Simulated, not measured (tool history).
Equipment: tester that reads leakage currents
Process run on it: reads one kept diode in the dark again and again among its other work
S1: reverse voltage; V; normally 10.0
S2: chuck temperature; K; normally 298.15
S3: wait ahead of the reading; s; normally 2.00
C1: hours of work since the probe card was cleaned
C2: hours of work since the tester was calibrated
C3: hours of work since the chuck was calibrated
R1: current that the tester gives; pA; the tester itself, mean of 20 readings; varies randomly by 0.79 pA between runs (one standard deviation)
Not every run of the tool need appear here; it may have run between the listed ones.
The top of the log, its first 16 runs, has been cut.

Run 17, hour 330.0: usual settings but S3 2.92 s; C1 426; C2 559; C3 1556. Result: R1 230.06 pA.
Run 18, hour 346.1: usual settings but S3 2.92 s; C1 435; C2 568; C3 1565. Result: R1 230.52 pA.
Run 19, hour 374.1: usual settings but S2 316.15 K; C1 451; C2 583; C3 1580. Result: R1 803.88 pA.
Run 20, hour 403.9: usual settings; C1 467; C2 599; C3 1596. Result: R1 229.35 pA.
Run 21, hour 417.8: usual settings; C1 475; C2 607; C3 1604. Result: R1 228.75 pA.
Run 22, hour 437.1: usual settings but S1 13.9 V, S2 297.15 K, S3 3.77 s; C1 485; C2 618; C3 1614. Result: R1 247.04 pA.
Run 23, hour 453.7: usual settings but S1 13.9 V, S2 297.15 K, S3 3.77 s; C1 494; C2 627; C3 1624. Result: R1 246.56 pA.
Run 24, hour 470.6: usual settings but S1 11.2 V, S2 330.15 K, S3 3.77 s; C1 504; C2 636; C3 1633. Result: R1 2048.49 pA.
Run 25, hour 495.5: usual settings but S1 1.5 V, S2 311.15 K, S3 0.53 s; C1 517; C2 650; C3 1646. Result: R1 252.03 pA.
Run 26, hour 511.2: usual settings but S1 9.9 V, S2 328.15 K; C1 526; C2 658; C3 1655. Result: R1 1713.69 pA.
Run 27, hour 530.8: usual settings but S1 1.8 V, S2 301.15 K; C1 537; C2 669; C3 1666. Result: R1 133.58 pA.
Run 28, hour 546.1: usual settings but S1 1.8 V, S2 301.15 K; C1 545; C2 677; C3 1674. Result: R1 133.29 pA.
Run 29, hour 566.7: usual settings but S1 1.8 V, S2 301.15 K; C1 556; C2 689; C3 1685. Result: R1 133.39 pA.
At hour 571.8: probe card cleaned and baked.
Run 30, hour 598.3: usual settings but S1 9.1 V, S2 299.15 K; C1 15; C2 704; C3 1701. Result: R1 237.24 pA.
Run 31, hour 617.4: usual settings but S1 9.1 V, S2 299.15 K; C1 25; C2 715; C3 1712. Result: R1 236.74 pA.
Run 32, hour 645.8: usual settings but S1 3.0 V, S2 296.15 K; C1 41; C2 730; C3 1727. Result: R1 115.72 pA.
Run 33, hour 670.6: usual settings but S3 0.67 s; C1 54; C2 744; C3 1741. Result: R1 233.67 pA.
At hour 680.5: probe card cleaned and baked, once more.
Run 34, hour 703.4: usual settings but S1 1.5 V, S2 332.15 K, S3 0.53 s; C1 13; C2 760; C3 1757. Result: R1 959.12 pA.
Run 35, hour 724.3: usual settings but S1 1.4 V, S2 295.15 K, S3 0.85 s; C1 24; C2 772; C3 1769. Result: R1 76.21 pA.
At hour 745.8: chuck's temperature calibrated.
Run 36, hour 751.0: usual settings but S1 1.4 V, S2 295.15 K, S3 0.85 s; C1 38; C2 785; C3 3. Result: R1 89.30 pA.
Run 37, hour 767.4: usual settings but S1 1.1 V, S2 296.15 K, S3 0.85 s; C1 47; C2 794; C3 12. Result: R1 86.49 pA.
Run 38, hour 788.9: usual settings but S1 9.9 V, S3 2.70 s; C1 58; C2 806; C3 24. Result: R1 261.17 pA.
Run 39, hour 809.9: usual settings but S1 4.0 V, S3 3.77 s; C1 70; C2 818; C3 35. Result: R1 175.17 pA.
Run 40, hour 822.7: usual settings but S1 1.1 V, S2 297.15 K, S3 3.44 s; C1 77; C2 825; C3 42. Result: R1 92.84 pA.
Run 41, hour 850.4: usual settings but S1 1.9 V; C1 92; C2 840; C3 57. Result: R1 127.25 pA.

Alternative continuations, all from the tool just after run 41; predict every row:
Run A, hour 867.6: usual settings but S1 1.1 V, S2 323.15 K; C1 102; C2 849; C3 67. Result: R1 ?.
Run B, hour 867.6: usual settings but S1 10.4 V, S2 320.15 K, S3 2.31 s; C1 102; C2 849; C3 67. Result: R1 ?.
Run C, hour 867.6: usual settings but S1 1.9 V, S3 0.37 s; C1 102; C2 849; C3 67. Result: R1 ?.

run       R1
  A   549.04
  B  1196.11
  C   128.32
Take away the tool's hidden state, keep each run's random variation, and the runs would have read:
run       R1
  A   553.05
  B  1204.22
  C   129.16
